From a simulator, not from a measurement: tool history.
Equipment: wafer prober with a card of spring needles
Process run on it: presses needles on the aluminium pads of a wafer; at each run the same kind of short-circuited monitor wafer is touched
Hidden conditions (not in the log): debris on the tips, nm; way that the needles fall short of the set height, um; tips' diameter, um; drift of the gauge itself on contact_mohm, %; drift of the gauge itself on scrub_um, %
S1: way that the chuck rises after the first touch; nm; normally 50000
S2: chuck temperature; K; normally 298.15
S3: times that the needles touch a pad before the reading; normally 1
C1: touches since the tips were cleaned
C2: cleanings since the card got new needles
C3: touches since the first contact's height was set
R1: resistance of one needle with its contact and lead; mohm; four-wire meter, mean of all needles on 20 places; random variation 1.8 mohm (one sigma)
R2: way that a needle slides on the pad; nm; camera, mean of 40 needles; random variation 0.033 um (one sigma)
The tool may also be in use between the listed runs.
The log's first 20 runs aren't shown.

run,day,S1,S2,S3,C1,C2,C3,R1,R2
21,13.317,50000,321.15,1,4643,10,60515,186,9250
# day 13.617: tips cleaned on abrasive film
22,13.821,42000,396.15,1,684,11,62191,207,7780
23,14.425,60000,298.15,1,2692,11,64199,178,11120
24,15.025,53000,298.15,1,4689,11,66196,181,9820
# day 15.300: tips cleaned on abrasive film
25,15.788,53000,298.15,1,1621,12,68715,184,9790
26,16.575,52000,308.15,1,4235,12,71329,182,9550
# day 17.000: tips cleaned on abrasive film
27,17.129,43000,318.15,1,442,13,73170,190,7860
28,17.625,43000,382.15,2,2087,13,74815,202,7900
29,18.183,44000,354.15,2,3943,13,76671,195,8110
# day 18.667: tips cleaned on abrasive film
30,19.050,44000,372.15,3,1263,14,79533,201,8010
31,19.942,44000,372.15,3,4234,14,82504,201,8060
# day 20.396: tips cleaned on abrasive film
32,20.629,44000,372.15,3,772,15,84778,201,7980
33,21.262,50000,318.15,1,2876,15,86882,187,9090
34,21.788,50000,394.15,2,4633,15,88639,207,9030
# day 22.112: tips cleaned on abrasive film
35,22.267,50000,336.15,1,513,16,90216,192,9030
36,22.988,35000,298.15,1,2909,16,92612,190,6400

Alternative continuations, all from the tool just after run 36; predict every row:
A,23.462,69000,298.15,1,4484,16,94187,?,?
B,23.462,32000,350.15,2,4484,16,94187,?,?
C,23.462,36000,298.15,1,4484,16,94187,?,?

run,R1,R2
A,178,12480
B,203,5740
C,188,6500
Had the tool no hidden state, the same runs would have come out as:
run,R1,R2
A,178,12960
B,203,5960
C,188,6750
